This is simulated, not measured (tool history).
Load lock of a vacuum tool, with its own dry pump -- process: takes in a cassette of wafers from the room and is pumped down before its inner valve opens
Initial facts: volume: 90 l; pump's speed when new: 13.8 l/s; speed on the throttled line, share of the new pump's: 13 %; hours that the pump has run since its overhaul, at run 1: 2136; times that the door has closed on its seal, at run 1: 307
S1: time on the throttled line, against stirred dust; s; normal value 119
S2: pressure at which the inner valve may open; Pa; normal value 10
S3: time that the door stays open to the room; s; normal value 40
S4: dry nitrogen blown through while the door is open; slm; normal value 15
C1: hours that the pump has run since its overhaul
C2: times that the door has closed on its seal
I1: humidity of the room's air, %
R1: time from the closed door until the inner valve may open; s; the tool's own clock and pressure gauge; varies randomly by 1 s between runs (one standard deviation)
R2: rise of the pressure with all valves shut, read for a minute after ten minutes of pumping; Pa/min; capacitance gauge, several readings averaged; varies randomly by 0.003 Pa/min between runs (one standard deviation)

run 1 hour=0 | S1=119 S2=10 S3=40 S4=15 | C1=2136 C2=307 | I1=45.8 | R1=164.5 R2=0.035
run 2 hour=276.7 | S1=119 S2=10 S3=40 S4=15 | C1=2413 C2=1106 | I1=43.4 | R1=162.4 R2=0.035
run 3 hour=455.8 | S1=93 S2=10 S3=40 S4=15 | C1=2592 C2=1624 | I1=45.6 | R1=140.8 R2=0.036
run 4 hour=788.2 | S1=119 S2=10 S3=40 S4=15 | C1=2924 C2=2584 | I1=42.9 | R1=165.4 R2=0.036
run 5 hour=1095.9 | S1=119 S2=10 S3=40 S4=15 | C1=3232 C2=3473 | I1=48.2 | R1=165.4 R2=0.039
run 6 hour=1429.1 | S1=119 S2=10 S3=40 S4=15 | C1=3565 C2=4436 | I1=42.2 | R1=163.1 R2=0.036
run 7 hour=1695.6 | S1=119 S2=10 S3=40 S4=15 | C1=3832 C2=5206 | I1=47 | R1=163.3 R2=0.04
run 8 hour=1982.7 | S1=119 S2=12 S3=40 S4=15 | C1=4119 C2=6035 | I1=43.6 | R1=162.7 R2=0.04
run 9 hour=2343.7 | S1=119 S2=10 S3=40 S4=15 | C1=4480 C2=7078 | I1=40.8 | R1=165.9 R2=0.033
run 10 hour=2614.9 | S1=119 S2=10 S3=40 S4=15 | C1=4751 C2=7862 | I1=43.4 | R1=165.3 R2=0.041
run 11 hour=2887.4 | S1=119 S2=10 S3=32 S4=15 | C1=5023 C2=8649 | I1=44.8 | R1=163.1 R2=0.032
run 12 hour=3059.1 | S1=119 S2=10 S3=32 S4=15 | C1=5195 C2=9145 | I1=43.5 | R1=164.1 R2=0.033
run 13 hour=3272.1 | S1=119 S2=10 S3=32 S4=15 | C1=5408 C2=9761 | I1=44.7 | R1=164.6 R2=0.03
run 14 hour=3641.8 | S1=119 S2=10 S3=32 S4=15 | C1=5778 C2=10829 | I1=45 | R1=165.8 R2=0.032
run 15 hour=3852.5 | S1=74 S2=10 S3=32 S4=15 | C1=5988 C2=11438 | I1=44.8 | R1=125.2 R2=0.033
run 16 hour=4199.2 | S1=74 S2=10 S3=32 S4=15 | C1=6335 C2=12439 | I1=46.3 | R1=126.9 R2=0.04
run 17 hour=4563.5 | S1=119 S2=10 S3=40 S4=15 | C1=6699 C2=13492 | I1=43.9 | R1=165.4 R2=0.036
run 18 hour=4721.1 | S1=119 S2=19 S3=40 S4=15 | C1=6857 C2=13947 | I1=43.7 | R1=159.9 R2=0.042
run 19 hour=5017.8 | S1=119 S2=19 S3=85 S4=34 | C1=7154 C2=14804 | I1=44.4 | R1=160.7 R2=0.043
run 20 hour=5289.7 | S1=119 S2=19 S3=85 S4=34 | C1=7426 C2=15590 | I1=45.6 | R1=160.5 R2=0.049
run 21 hour=5465.9 | S1=119 S2=19 S3=85 S4=34 | C1=7602 C2=16099 | I1=45.4 | R1=161 R2=0.05
run 22 hour=5760.1 | S1=119 S2=19 S3=85 S4=34 | C1=7896 C2=16949 | I1=42.8 | R1=160.3 R2=0.039
run 23 hour=5990.5 | S1=140 S2=19 S3=52 S4=34 | C1=8126 C2=17614 | I1=41.9 | R1=178.6 R2=0.031
run 24 hour=6228 | S1=88 S2=19 S3=186 S4=8 | C1=8364 C2=18301 | I1=46.6 | R1=134.1 R2=0.122
run 25 hour=6462.1 | S1=88 S2=19 S3=186 S4=8 | C1=8598 C2=18977 | I1=41.1 | R1=133.1 R2=0.103
run 26 hour=6688.7 | S1=223 S2=14 S3=186 S4=8 | C1=8825 C2=19632 | I1=46.1 | R1=255.2 R2=0.117
run 27 hour=6870.3 | S1=223 S2=14 S3=186 S4=8 | C1=9006 C2=20156 | I1=47.9 | R1=253.1 R2=0.121
run 28 hour=7222 | S1=78 S2=9 S3=161 S4=10 | C1=9358 C2=21173 | I1=43.6 | R1=129 R2=0.095
run 29 hour=7474.6 | S1=119 S2=19 S3=40 S4=15 | C1=9611 C2=21902 | I1=47.4 | R1=160.6 R2=0.043
run 30 hour=7697.5 | S1=168 S2=19 S3=40 S4=15 | C1=9833 C2=22546 | I1=43.5 | R1=203.6 R2=0.036
run 31 hour=8063.8 | S1=95 S2=7 S3=41 S4=9 | C1=10200 C2=23605 | I1=44.5 | R1=146.1 R2=0.039
run 32 hour=8389.7 | S1=95 S2=7 S3=41 S4=9 | C1=10526 C2=24546 | I1=45.2 | R1=147.6 R2=0.044
run 33 hour=8698.8 | S1=119 S2=11 S3=55 S4=5 | C1=10835 C2=25439 | I1=44.3 | R1=164.2 R2=0.057
run 34 hour=8953.6 | S1=74 S2=9 S3=55 S4=5 | C1=11089 C2=26175 | I1=45.3 | R1=126.9 R2=0.058
run 35 hour=9221.9 | S1=74 S2=14 S3=205 S4=5 | C1=11358 C2=26950 | I1=46.8 | R1=123 R2=0.138
run 36 hour=9510.8 | S1=74 S2=14 S3=205 S4=5 | C1=11647 C2=27785 | I1=44.5 | R1=122.6 R2=0.13

Alternative continuations, all from the tool just after run 36; predict every row:
run A hour=9868.8 | S1=119 S2=10 S3=40 S4=8 | C1=12005 C2=28819 | I1=42.3 | R1=? R2=?
run B hour=9868.8 | S1=150 S2=14 S3=27 S4=4 | C1=12005 C2=28819 | I1=42.2 | R1=? R2=?
run C hour=9868.8 | S1=119 S2=10 S3=145 S4=15 | C1=12005 C2=28819 | I1=44.4 | R1=? R2=?
run D hour=9868.8 | S1=119 S2=10 S3=63 S4=9 | C1=12005 C2=28819 | I1=48.1 | R1=? R2=?

run=A R1=164.4 R2=0.038
run=B R1=188.3 R2=0.031
run=C R1=165.4 R2=0.088
run=D R1=164 R2=0.058
Stripped of hidden state, with their random variation kept, the same runs would have yielded:
run=A R1=164.3 R2=0.036
run=B R1=188.3 R2=0.03
run=C R1=165.4 R2=0.086
run=D R1=164 R2=0.057
